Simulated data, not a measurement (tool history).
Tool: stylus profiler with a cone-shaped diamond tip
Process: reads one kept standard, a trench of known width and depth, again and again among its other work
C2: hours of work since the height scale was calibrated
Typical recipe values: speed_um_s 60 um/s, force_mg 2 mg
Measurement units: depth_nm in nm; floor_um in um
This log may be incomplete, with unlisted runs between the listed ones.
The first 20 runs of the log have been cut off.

run 21 day=31.133 | speed_um_s=49 force_mg=1.63 | scans_with_this_tip=6626 C2=47 | depth_nm=501.42 floor_um=94.98
run 22 day=32.754 | speed_um_s=49 force_mg=1.63 | scans_with_this_tip=6739 C2=63 | depth_nm=501.54 floor_um=94.91
run 23 day=33.671 | speed_um_s=49 force_mg=1.63 | scans_with_this_tip=6803 C2=72 | depth_nm=501.3 floor_um=94.95
-- day=35.062 height scale calibrated on a step standard, once more
run 24 day=35.129 | speed_um_s=49 force_mg=1.63 | scans_with_this_tip=6903 C2=1 | depth_nm=504.69 floor_um=94.92
run 25 day=36.304 | speed_um_s=49 force_mg=1.63 | scans_with_this_tip=6985 C2=12 | depth_nm=504.91 floor_um=94.92
run 26 day=37.954 | speed_um_s=96 force_mg=1.69 | scans_with_this_tip=7100 C2=28 | depth_nm=505.02 floor_um=94.68
run 27 day=39.696 | speed_um_s=96 force_mg=1.69 | scans_with_this_tip=7222 C2=45 | depth_nm=504.85 floor_um=94.65
run 28 day=41.946 | speed_um_s=96 force_mg=0.81 | scans_with_this_tip=7379 C2=67 | depth_nm=502.82 floor_um=94.46
run 29 day=43.029 | speed_um_s=27 force_mg=1.12 | scans_with_this_tip=7454 C2=78 | depth_nm=503.69 floor_um=94.95
run 30 day=44.929 | speed_um_s=17 force_mg=3.71 | scans_with_this_tip=7587 C2=97 | depth_nm=508.16 floor_um=95.15
run 31 day=46.254 | speed_um_s=50 force_mg=3.61 | scans_with_this_tip=7679 C2=110 | depth_nm=507.93 floor_um=94.97
run 32 day=47.383 | speed_um_s=23 force_mg=5.41 | scans_with_this_tip=7758 C2=121 | depth_nm=510.54 floor_um=95.12
run 33 day=49.354 | speed_um_s=60 force_mg=3.03 | scans_with_this_tip=7895 C2=140 | depth_nm=506.98 floor_um=94.88
run 34 day=50.362 | speed_um_s=182 force_mg=0.93 | scans_with_this_tip=7966 C2=150 | depth_nm=503.01 floor_um=93.78
run 35 day=52.483 | speed_um_s=101 force_mg=4.9 | scans_with_this_tip=8114 C2=171 | depth_nm=509.29 floor_um=94.78
run 36 day=54.621 | speed_um_s=101 force_mg=4.9 | scans_with_this_tip=8263 C2=192 | depth_nm=509.83 floor_um=94.77
run 37 day=56.788 | speed_um_s=101 force_mg=2.05 | scans_with_this_tip=8414 C2=213 | depth_nm=505.03 floor_um=94.6

Below are 4 alternative next runs, each starting from the tool's condition after run 37. Predict each:
run A day=58.1 | speed_um_s=66 force_mg=0.86 | scans_with_this_tip=8505 C2=226 | depth_nm=? floor_um=?
run B day=58.1 | speed_um_s=25 force_mg=2.13 | scans_with_this_tip=8505 C2=226 | depth_nm=? floor_um=?
run C day=58.1 | speed_um_s=52 force_mg=2 | scans_with_this_tip=8505 C2=226 | depth_nm=? floor_um=?
run D day=58.1 | speed_um_s=133 force_mg=2 | scans_with_this_tip=8505 C2=226 | depth_nm=? floor_um=?

run=A depth_nm=502.51 floor_um=94.62
run=B depth_nm=505.38 floor_um=94.97
run=C depth_nm=505.22 floor_um=94.89
run=D depth_nm=505.11 floor_um=94.44
Had the tool no hidden state, the same runs would have come out as:
run=A depth_nm=502.89 floor_um=95.15
run=B depth_nm=505.76 floor_um=95.5
run=C depth_nm=505.6 floor_um=95.42
run=D depth_nm=505.49 floor_um=94.97
